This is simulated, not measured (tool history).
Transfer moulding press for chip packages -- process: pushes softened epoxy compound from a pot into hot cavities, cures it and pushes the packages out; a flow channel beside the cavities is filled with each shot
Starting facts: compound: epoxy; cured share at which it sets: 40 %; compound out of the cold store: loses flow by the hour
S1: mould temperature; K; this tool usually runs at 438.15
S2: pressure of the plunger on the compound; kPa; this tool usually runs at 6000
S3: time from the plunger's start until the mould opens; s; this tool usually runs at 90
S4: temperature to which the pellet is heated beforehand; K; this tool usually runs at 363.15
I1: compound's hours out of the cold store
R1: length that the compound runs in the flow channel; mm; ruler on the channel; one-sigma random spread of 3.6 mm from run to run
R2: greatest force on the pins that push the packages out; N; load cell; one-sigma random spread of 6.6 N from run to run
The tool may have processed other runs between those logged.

run	day	S1	S2	S3	S4	I1	R1	R2
1	0	438.15	6000	90	363.15	25	726	441
# day 0.312: plunger's sealing rings changed
2	0.312	438.15	6000	90	363.15	14.2	817	475
3	0.675	438.15	6000	90	363.15	8.1	846	545
# day 0.862: cavities cleaned with cleaning compound and waxed
4	1.238	438.15	6000	90	363.15	25	765	364
5	1.633	438.15	6940	90	363.15	46.8	718	430
6	2.067	438.15	6000	90	363.15	31.1	734	507
# day 2.271: cavities cleaned with cleaning compound and waxed
7	2.396	438.15	6000	90	363.15	20.4	779	320
8	2.638	438.15	6000	98	363.15	34	711	337
# day 2.767: mould's thermocouples calibrated
9	3.175	437.15	4660	90	363.15	18.4	694	518
10	3.558	437.15	4660	90	363.15	25.3	669	566
# day 3.746: cavities cleaned with cleaning compound and waxed
11	4.112	435.15	5970	122	365.15	8.2	846	306
12	4.358	435.15	5970	122	365.15	9	833	359
13	4.658	446.15	5160	108	365.15	21.4	683	351
14	4.879	431.15	6000	74	363.15	13.5	837	1284
# day 5.154: cavities cleaned with cleaning compound and waxed
15	5.221	438.15	6280	90	363.15	44.7	677	286

Predict each of these 3 candidate next runs independently; none follows another, all start after run 15:
# day 5.504: mould's thermocouples calibrated, once more
A	5.571	438.15	6490	90	358.15	14.6	?	?
# day 5.504: mould's thermocouples calibrated, once more
B	5.571	432.15	5060	90	354.15	23.9	?	?
# day 5.504: mould's thermocouples calibrated, once more
C	5.571	438.15	5560	74	363.15	29.8	?	?

run	R1	R2
A	822	370
B	710	551
C	696	487
Had the tool no hidden state, the same runs would have come out as:
run	R1	R2
A	849	264
B	733	391
C	719	345

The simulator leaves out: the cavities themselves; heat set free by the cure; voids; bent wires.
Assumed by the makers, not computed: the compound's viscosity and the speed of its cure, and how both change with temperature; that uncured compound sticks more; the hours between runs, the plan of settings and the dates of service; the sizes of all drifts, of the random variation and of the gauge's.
